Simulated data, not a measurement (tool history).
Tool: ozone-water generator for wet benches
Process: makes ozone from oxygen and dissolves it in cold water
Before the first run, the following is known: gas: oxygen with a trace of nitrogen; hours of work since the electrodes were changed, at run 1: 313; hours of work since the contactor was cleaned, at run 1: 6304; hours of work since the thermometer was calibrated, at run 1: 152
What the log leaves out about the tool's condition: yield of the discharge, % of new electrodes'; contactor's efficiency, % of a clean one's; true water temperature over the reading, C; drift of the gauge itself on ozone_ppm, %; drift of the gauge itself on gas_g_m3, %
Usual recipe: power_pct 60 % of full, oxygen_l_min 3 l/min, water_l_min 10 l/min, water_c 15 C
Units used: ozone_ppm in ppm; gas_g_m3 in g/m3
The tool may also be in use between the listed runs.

run	hour	power_pct	oxygen_l_min	water_l_min	water_c	hours of work since the electrodes were changed	hours of work since the contactor was cleaned	hours of work since the thermometer was calibrated	ozone_ppm	gas_g_m3
1	0	60	3	10	15	313	6304	152	26.8	198.2
2	35	60	3	10	15	336	6328	176	27.2	201.3
3	54.4	60	3	10	15	349	6341	189	27	199.8
4	82.8	60	3	10	15	368	6360	208	27	201.2
5	101.2	60	3	10	15	381	6373	220	27.3	200.5
6	123	60	3	10	15	396	6387	235	26.9	201.3
7	144.7	60	3	10	15	410	6402	250	27.3	202.1
8	180.7	60	3	13	15	434	6426	274	21.9	199.5
9	209.1	60	3	13	15	454	6445	293	22.1	202.6
10	233.9	60	3	13	15	470	6462	310	22.2	202.5
11	254.6	60	3	13	15	484	6476	324	22.1	200
12	281.7	60	3	10	15	502	6494	342	27.2	201.1
13	317.4	60	3	10	15	527	6518	366	27.2	201.1
14	342.3	60	2.06	10	15	543	6535	383	24.6	228.2
15	366.6	60	3.4	10	15	560	6552	399	27.8	194.1
16	385.8	60	3.4	10	15	573	6564	412	27.9	193.8
17	405.1	60	3	10	15	586	6577	425	27.3	201.8
18	439.2	71	2.55	10	11	609	6600	448	31	242
19	468.6	54	1.86	10	9	628	6620	468	23.6	217.7
20	494.2	54	1.86	10	9	646	6638	485	23.1	219.2
21	524.3	60	3	10	12	666	6658	505	28.4	201
22	544.1	60	3	16	11	679	6671	519	19.7	204.6
23	579.9	57	4.99	8	22	703	6695	543	28.1	164.4
24	604.5	57	4.99	8	22	720	6712	559	27.7	165.8
25	641.4	57	4.99	8	22	745	6737	584	27.3	164.8
26	676.7	60	3	14	16	769	6760	608	20.7	203.8
27	696.4	66	1.52	15	7	782	6774	621	17.2	272.2
28	717.3	75	1.54	16	12	796	6788	635	17.4	295.7
29	750.9	60	1.75	10	12	819	6811	658	23.9	242.7
30	785.7	60	1.75	10	12	842	6834	682	24.1	242.2
31	803	60	1.75	10	12	854	6846	693	23.9	242.7
32	832.3	85	1.75	15	7	874	6865	713	22.3	317.6
33	849.5	85	1.75	15	7	885	6877	725	22.5	317.3

Consider 4 possible next runs. They are alternatives, not a sequence: every one starts from the tool as it was left by run 33. What does each give?
A	880	81	1.89	15	8	906	6898	745	?	?
B	880	60	4.31	10	15	906	6898	745	?	?
C	880	67	1.75	15	11	906	6898	745	?	?
D	880	85	4.17	6	11	906	6898	745	?	?

run	ozone_ppm	gas_g_m3
A	21.9	297.9
B	28.9	181.5
C	18	262.7
D	53	241.4
What these runs would have given with no unlogged condition in the tool:
run	ozone_ppm	gas_g_m3
A	22	291.4
B	28.9	177.6
C	18	257
D	53	236.1

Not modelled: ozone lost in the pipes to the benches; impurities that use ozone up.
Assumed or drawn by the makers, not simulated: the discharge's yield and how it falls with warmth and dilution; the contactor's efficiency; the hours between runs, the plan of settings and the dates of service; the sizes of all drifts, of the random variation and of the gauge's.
